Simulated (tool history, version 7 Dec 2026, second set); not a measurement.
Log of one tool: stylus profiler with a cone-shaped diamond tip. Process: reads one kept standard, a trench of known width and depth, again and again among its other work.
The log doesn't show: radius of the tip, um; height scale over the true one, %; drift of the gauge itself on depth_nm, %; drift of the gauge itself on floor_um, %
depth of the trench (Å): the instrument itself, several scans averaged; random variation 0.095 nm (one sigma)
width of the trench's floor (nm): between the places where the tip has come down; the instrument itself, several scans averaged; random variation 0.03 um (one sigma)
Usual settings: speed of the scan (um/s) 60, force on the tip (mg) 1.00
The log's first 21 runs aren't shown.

| run | hour | speed of the scan (um/s) | force on the tip (mg) | scans with this tip | hours of work since the height scale was calibrated | depth of the trench (Å) | width of the trench's floor (nm) |
|---|---|---|---|---|---|---|---|
| 22 | 224.5 | 121 | 0.60 | 2650 | 20 | 5019.5 | 44610 |
| 23 | 234.3 | 121 | 0.60 | 2718 | 25 | 5018.4 | 44570 |
| 24 | 243.6 | 25 | 0.68 | 2782 | 29 | 5019.3 | 45370 |
| 25 | 253.7 | 25 | 0.37 | 2851 | 34 | 5011.9 | 45300 |
| 26 | 267.7 | 215 | 1.11 | 2947 | 41 | 5028.0 | 44250 |
| 27 | 281.9 | 38 | 1.88 | 3045 | 48 | 5040.4 | 45460 |
| 28 | 296.9 | 38 | 1.88 | 3148 | 55 | 5040.7 | 45420 |
| 29 | 305.5 | 38 | 1.88 | 3207 | 59 | 5039.9 | 45400 |

The next listed run, before its measurement:
| 30 | 312.4 | 38 | 1.88 | 3255 | 62 | ? | ? |

{"run 30": {"depth of the trench (Å)": 5041.1, "width of the trench's floor (nm)": 45370}}
Without the tool's hidden state the same run would have given depth of the trench (Å) 5043.4, width of the trench's floor (nm) 45450.
